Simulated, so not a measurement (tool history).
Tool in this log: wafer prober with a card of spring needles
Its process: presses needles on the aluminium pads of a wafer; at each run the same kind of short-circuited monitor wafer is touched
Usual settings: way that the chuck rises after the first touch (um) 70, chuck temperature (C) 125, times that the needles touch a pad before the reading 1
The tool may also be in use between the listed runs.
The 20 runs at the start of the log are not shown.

run,hour,way that the chuck rises after the first touch (um),chuck temperature (C),times that the needles touch a pad before the reading,touches since the tips were cleaned,cleanings since the card got new needles,touches since the first contact's height was set,resistance of one needle with its contact and lead (mohm),way that a needle slides on the pad (um)
# hour 281.2: height of the first contact set anew
21,282.4,70,52,1,5920,25,386,185,13.33
# hour 289: tips cleaned on abrasive film
22,294.2,77,36,1,1640,26,4083,177,14.69
23,309.6,77,36,1,6554,26,8997,178,14.69
# hour 313.4: tips cleaned on abrasive film
24,327.2,60,72,1,4382,27,14560,188,11.41
# hour 337.6: tips cleaned on abrasive film
25,344.7,51,72,1,2253,28,20085,191,9.72
26,359.3,51,72,1,6902,28,24734,195,9.72
# hour 361.9: tips cleaned on abrasive film
27,375.4,51,49,3,4305,29,29812,187,9.72
# hour 386.4: tips cleaned on abrasive film
28,390.7,51,49,3,1353,30,34624,190,9.72
29,409.3,65,49,3,7262,30,40533,179,12.38
# hour 410.5: tips cleaned on abrasive film
30,423.7,52,125,1,4176,31,45077,205,9.91
31,433.1,77,117,1,7183,31,48084,191,14.66
# hour 434.7: tips cleaned on abrasive film
32,445.7,70,66,1,3470,32,52033,186,13.35
# hour 460.3: tips cleaned on abrasive film
33,462.8,75,105,2,819,33,57458,189,14.26
34,472.2,75,105,2,3799,33,60438,192,14.29

Predict each of these 3 candidate next runs independently; none follows another, all start after run 34:
A,484.2,65,125,2,7608,33,64247,?,?
B,484.2,77,33,2,7608,33,64247,?,?
C,484.2,87,27,2,7608,33,64247,?,?

run,resistance of one needle with its contact and lead (mohm),way that a needle slides on the pad (um)
A,197,12.34
B,178,14.65
C,169,16.57
Had the tool no hidden state, the same runs would have come out as:
run,resistance of one needle with its contact and lead (mohm),way that a needle slides on the pad (um)
A,196,12.34
B,178,14.65
C,169,16.57
